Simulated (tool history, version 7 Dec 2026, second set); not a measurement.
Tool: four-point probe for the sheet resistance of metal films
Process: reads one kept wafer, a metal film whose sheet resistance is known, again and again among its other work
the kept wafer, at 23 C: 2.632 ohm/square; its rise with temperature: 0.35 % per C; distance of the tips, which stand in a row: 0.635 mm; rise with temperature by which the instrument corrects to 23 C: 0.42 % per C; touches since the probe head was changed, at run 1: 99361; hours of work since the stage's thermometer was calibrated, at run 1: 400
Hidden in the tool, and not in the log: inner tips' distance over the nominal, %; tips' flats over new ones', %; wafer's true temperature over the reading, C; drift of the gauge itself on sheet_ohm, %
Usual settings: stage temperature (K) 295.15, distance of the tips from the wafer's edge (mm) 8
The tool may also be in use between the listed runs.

run,hour,stage temperature (K),distance of the tips from the wafer's edge (mm),touches since the probe head was changed,hours of work since the stage's thermometer was calibrated,sheet resistance as the instrument gives it (ohm/square)
1,0,295.15,8,99361,400,2.627023
2,32,295.15,8,101246,424,2.626738
3,67.3,295.15,8,103327,451,2.626835
4,121.5,295.15,43,106523,492,2.616871
# hour 141.4: new probe head fitted
5,186.4,295.15,43,2654,541,2.621727
6,235,295.15,43,5519,577,2.620435
7,272.6,295.15,18,7733,606,2.620801
8,313.4,295.15,18,10142,637,2.620586
9,369.4,295.15,18,13444,679,2.619023
10,425.6,294.15,18,16757,722,2.620619
11,483.1,295.15,8,20144,765,2.624444
12,520.2,295.15,8,22334,794,2.624001
13,586.6,295.15,8,26248,844,2.622811
14,620.9,295.15,8,28270,870,2.621779
15,660,295.15,8,30577,900,2.62103
16,704,295.15,8,33173,933,2.620389
17,741.3,304.15,64,35370,961,2.594643
18,797.1,295.15,4,38662,1004,2.6454
# hour 801.5: stage's thermometer calibrated
19,826.4,295.15,4,40358,19,2.643381
20,860.7,295.15,12,42380,45,2.612404
21,890.2,298.15,6,44121,67,2.617577
22,954.1,298.15,6,47890,116,2.617681
23,1020.8,291.15,4,51823,166,2.647907
24,1062.2,300.15,6,54262,198,2.611668
25,1102.1,292.15,56,56612,228,2.609264
26,1146.9,302.15,42,59254,262,2.591723
# hour 1153: stage's thermometer calibrated, once more
27,1187.8,297.15,56,61639,26,2.601064

Forecast each of these 5 alternatives for the next run:
A,1215.1,292.15,14,63248,47,?
B,1215.1,293.15,29,63248,47,?
C,1215.1,294.15,11,63248,47,?
D,1215.1,306.15,22,63248,47,?
E,1215.1,302.15,14,63248,47,?

run,sheet resistance as the instrument gives it (ohm/square)
A,2.61315
B,2.608377
C,2.611144
D,2.587364
E,2.594911
Without the tool's hidden state the same runs would have given:
run,sheet resistance as the instrument gives it (ohm/square)
A,2.642538
B,2.63771
C,2.6405
D,2.616409
E,2.624055
